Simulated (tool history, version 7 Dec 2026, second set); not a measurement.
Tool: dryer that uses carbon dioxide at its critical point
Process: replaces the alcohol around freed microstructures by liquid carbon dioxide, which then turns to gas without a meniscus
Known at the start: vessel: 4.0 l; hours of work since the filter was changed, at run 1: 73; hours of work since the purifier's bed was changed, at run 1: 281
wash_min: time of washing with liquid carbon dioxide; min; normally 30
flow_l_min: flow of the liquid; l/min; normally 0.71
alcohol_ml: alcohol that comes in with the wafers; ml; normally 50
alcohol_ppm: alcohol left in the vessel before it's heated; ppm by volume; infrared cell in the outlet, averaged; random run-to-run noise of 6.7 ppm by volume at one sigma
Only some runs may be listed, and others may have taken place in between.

run   hour  wash_min  flow_l_min  alcohol_ml  hours of work since the filter was changed  hours of work since the purifier's bed was changed  alcohol_ppm
  1      0        30        0.71          50                                          73                                                 281          368
  2   61.2        30        0.71          50                                         110                                                 318          415
  3   92.9        30        0.71          50                                         130                                                 338          429
  4  141.2        23        0.71          50                                         159                                                 367          969
  5  181.1        23        0.71          50                                         184                                                 392         1028
  6  241.8        23        0.71          50                                         221                                                 429         1101
     304.9  -- inlet filter changed
  7  304.9        30       0.696          50                                           0                                                 467          348
  8  366.9        21       0.429          65                                          38                                                 505         3613
  9  413.6        30       0.913          31                                          67                                                 534          109
 10  450.4        30       0.913          31                                          89                                                 557          125
 11  512.6        28        0.77          52                                         127                                                 595          447
 12  549.2        28        0.77          52                                         150                                                 617          469
 13  592.1        44       0.634          32                                         176                                                 643          160

A few steps of alcohol_ppm between consecutive runs. Split each: what settings, incoming material and random variation would produce without the hidden state, and what is left over for the hidden state, along with gauge scatter present in only one of the two compared results (measured, and without hidden state):
The hidden state here: flow that reaches the vessel past the clogged filter, %; alcohol in the recycled carbon dioxide, ppm; drift of the gauge itself on alcohol_ppm, %.
Run 6 -> 7: wash_min 23 -> 30, flow_l_min 0.71 -> 0.696, inlet filter changed. alcohol_ppm -753 ppm by volume: hidden state -364, all else -389.
Run 8 -> 9: wash_min 21 -> 30, flow_l_min 0.429 -> 0.913, alcohol_ml 65 -> 31. alcohol_ppm -3504 ppm by volume: hidden state -134, all else -3370.

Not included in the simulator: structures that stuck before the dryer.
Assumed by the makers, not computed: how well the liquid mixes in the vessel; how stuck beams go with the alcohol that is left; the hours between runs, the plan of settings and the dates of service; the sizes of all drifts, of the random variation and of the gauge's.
